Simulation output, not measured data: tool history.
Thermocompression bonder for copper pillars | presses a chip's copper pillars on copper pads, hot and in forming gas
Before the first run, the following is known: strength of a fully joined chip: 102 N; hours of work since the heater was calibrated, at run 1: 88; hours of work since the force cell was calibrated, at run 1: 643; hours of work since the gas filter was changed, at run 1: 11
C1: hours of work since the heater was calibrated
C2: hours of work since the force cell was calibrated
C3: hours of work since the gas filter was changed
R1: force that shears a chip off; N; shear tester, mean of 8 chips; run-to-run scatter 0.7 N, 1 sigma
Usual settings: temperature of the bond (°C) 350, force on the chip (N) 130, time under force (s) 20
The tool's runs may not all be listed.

run 1 hour=0.0 | temperature_of_the_bond_(°C)=350 force_on_the_chip_(N)=130 time_under_force_(s)=20 | C1=88 C2=643 C3=11 | R1=52.5
run 2 hour=9.2 | temperature_of_the_bond_(°C)=350 force_on_the_chip_(N)=101 time_under_force_(s)=20 | C1=95 C2=650 C3=19 | R1=45.5
run 3 hour=18.7 | temperature_of_the_bond_(°C)=350 force_on_the_chip_(N)=101 time_under_force_(s)=20 | C1=102 C2=657 C3=26 | R1=45.2
run 4 hour=27.9 | temperature_of_the_bond_(°C)=350 force_on_the_chip_(N)=101 time_under_force_(s)=10 | C1=109 C2=665 C3=33 | R1=34.0
run 5 hour=34.7 | temperature_of_the_bond_(°C)=350 force_on_the_chip_(N)=101 time_under_force_(s)=10 | C1=115 C2=670 C3=39 | R1=34.3
run 6 hour=42.0 | temperature_of_the_bond_(°C)=350 force_on_the_chip_(N)=152 time_under_force_(s)=10 | C1=120 C2=676 C3=44 | R1=42.4
run 7 hour=50.4 | temperature_of_the_bond_(°C)=350 force_on_the_chip_(N)=152 time_under_force_(s)=10 | C1=127 C2=682 C3=51 | R1=42.8
run 8 hour=63.8 | temperature_of_the_bond_(°C)=350 force_on_the_chip_(N)=193 time_under_force_(s)=21 | C1=137 C2=693 C3=61 | R1=61.4
run 9 hour=75.4 | temperature_of_the_bond_(°C)=370 force_on_the_chip_(N)=193 time_under_force_(s)=28 | C1=146 C2=702 C3=70 | R1=75.7
run 10 hour=82.9 | temperature_of_the_bond_(°C)=324 force_on_the_chip_(N)=193 time_under_force_(s)=26 | C1=152 C2=707 C3=76 | R1=49.8
run 11 hour=92.1 | temperature_of_the_bond_(°C)=324 force_on_the_chip_(N)=193 time_under_force_(s)=26 | C1=159 C2=715 C3=83 | R1=49.6
run 12 hour=100.0 | temperature_of_the_bond_(°C)=343 force_on_the_chip_(N)=193 time_under_force_(s)=29 | C1=165 C2=721 C3=89 | R1=62.4
run 13 hour=109.8 | temperature_of_the_bond_(°C)=323 force_on_the_chip_(N)=174 time_under_force_(s)=55 | C1=173 C2=728 C3=97 | R1=59.7

Forecast each of these 4 alternatives for the next run:
run A hour=118.7 | temperature_of_the_bond_(°C)=328 force_on_the_chip_(N)=125 time_under_force_(s)=55 | C1=180 C2=735 C3=104 | R1=?
run B hour=118.7 | temperature_of_the_bond_(°C)=365 force_on_the_chip_(N)=130 time_under_force_(s)=21 | C1=180 C2=735 C3=104 | R1=?
run C hour=118.7 | temperature_of_the_bond_(°C)=323 force_on_the_chip_(N)=167 time_under_force_(s)=15 | C1=180 C2=735 C3=104 | R1=?
run D hour=118.7 | temperature_of_the_bond_(°C)=323 force_on_the_chip_(N)=134 time_under_force_(s)=55 | C1=180 C2=735 C3=104 | R1=?

run=A R1=53.8
run=B R1=56.3
run=C R1=37.2
run=D R1=52.9
Stripped of hidden state, with their random variation kept, the same runs would have yielded:
run=A R1=56.5
run=B R1=59.3
run=C R1=38.8
run=D R1=55.5

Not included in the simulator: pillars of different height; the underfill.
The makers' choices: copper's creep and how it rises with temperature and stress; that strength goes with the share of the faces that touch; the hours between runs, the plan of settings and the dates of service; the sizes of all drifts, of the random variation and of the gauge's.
